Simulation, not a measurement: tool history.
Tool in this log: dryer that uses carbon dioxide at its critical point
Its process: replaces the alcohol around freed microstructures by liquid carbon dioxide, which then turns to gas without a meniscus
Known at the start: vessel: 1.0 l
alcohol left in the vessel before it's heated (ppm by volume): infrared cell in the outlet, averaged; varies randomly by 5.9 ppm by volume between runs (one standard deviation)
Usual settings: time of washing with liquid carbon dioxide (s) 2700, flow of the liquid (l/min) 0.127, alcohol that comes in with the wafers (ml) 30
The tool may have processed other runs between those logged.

run	hour	time of washing with liquid carbon dioxide (s)	flow of the liquid (l/min)	alcohol that comes in with the wafers (ml)	alcohol left in the vessel before it's heated (ppm by volume)
1	0.0	2700	0.127	30	481
2	21.9	2700	0.127	30	489
# hour 52.2: inlet filter changed
3	56.3	2700	0.079	30	1566
4	97.4	2700	0.079	30	1653
5	126.2	2700	0.079	118	6576
6	172.2	2700	0.079	118	6664
7	199.9	2700	0.127	30	432
8	225.5	2700	0.127	30	466
9	260.5	2700	0.142	63	536
10	294.9	2700	0.142	63	574
11	324.1	4140	0.142	63	190
12	359.1	2700	0.089	30	1714
13	386.5	2100	0.127	45	1750
# hour 408.9: inlet filter changed
14	417.4	2100	0.127	45	1199

Consider 3 possible next runs. They are alternatives, not a sequence: every one starts from the tool as it was left by run 14. What does each give?
A	449.8	2760	0.125	74	?
B	449.8	3480	0.127	57	?
C	449.8	1980	0.201	30	?

run	alcohol left in the vessel before it's heated (ppm by volume)
A	733
B	290
C	273
Stripped of hidden state, with their random variation kept, the same runs would have yielded:
run	alcohol left in the vessel before it's heated (ppm by volume)
A	483
B	95
C	79
